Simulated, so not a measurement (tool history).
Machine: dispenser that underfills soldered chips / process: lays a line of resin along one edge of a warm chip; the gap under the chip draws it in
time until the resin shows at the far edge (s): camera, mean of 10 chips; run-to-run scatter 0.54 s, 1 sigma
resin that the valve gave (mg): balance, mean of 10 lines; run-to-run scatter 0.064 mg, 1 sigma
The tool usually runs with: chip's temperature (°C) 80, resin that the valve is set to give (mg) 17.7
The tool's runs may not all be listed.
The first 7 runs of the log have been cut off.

run   hour  chip's temperature (°C)  resin that the valve is set to give (mg)  hours of work since the syringe was changed  hours of work since the valve was cleaned  hours of work since the stage was calibrated  time until the resin shows at the far edge (s)  resin that the valve gave (mg)
  8   34.1                       80                                      16.7                                            9                                         44                                            52                                            77.3                           16.24
      37.1  -- new syringe of resin
  9   37.5                       80                                      16.7                                            0                                         46                                            54                                            47.9                            16.3
 10   41.3                       80                                      17.7                                            3                                         49                                            57                                            56.8                           17.26
 11   44.7                       80                                      19.7                                            6                                         52                                            60                                            64.1                            19.1
      51.7  -- new syringe of resin
 12   51.8                       80                                      22.9                                            0                                         57                                            65                                            45.4                           22.09
 13   55.6                       80                                      22.9                                            3                                         59                                            67                                              53                           22.08
 14   61.7                       78                                      17.7                                            7                                         64                                            72                                              78                              17
      66.6  -- new syringe of resin
 15     67                       78                                      17.7                                            0                                         68                                            76                                              52                           16.99
 16   70.5                       87                                      17.7                                            3                                         70                                            78                                            40.5                           17.05
 17   75.1                       87                                      17.7                                            6                                         74                                            82                                            49.2                           16.98
 18   79.9                       80                                      17.7                                           10                                         77                                            85                                            83.3                            16.8
      81.2  -- new syringe of resin
 19   86.8                       85                                      20.5                                            4                                         82                                            90                                            46.1                           19.57
        89  -- dispensing valve cleaned and set on the balance
 20     92                       86                                      15.8                                            7                                          2                                            93                                            55.6                           15.67
 21   96.1                       78                                      15.1                                           10                                          5                                            96                                            97.4                           15.03
        97  -- new syringe of resin
 22  102.6                       78                                      15.1                                            4                                         10                                           101                                            67.7                           15.03

Run 23 comes next. What will it give?
 23   108                       79                                      21.3                                            8                                         14                                           105                                               ?                               ?

time until the resin shows at the far edge (s): 76.1
resin that the valve gave (mg): 20.87
If the tool had no hidden condition, the same run with the same run-to-run variation would have returned time until the resin shows at the far edge (s) 46.2, resin that the valve gave (mg) 21.13.

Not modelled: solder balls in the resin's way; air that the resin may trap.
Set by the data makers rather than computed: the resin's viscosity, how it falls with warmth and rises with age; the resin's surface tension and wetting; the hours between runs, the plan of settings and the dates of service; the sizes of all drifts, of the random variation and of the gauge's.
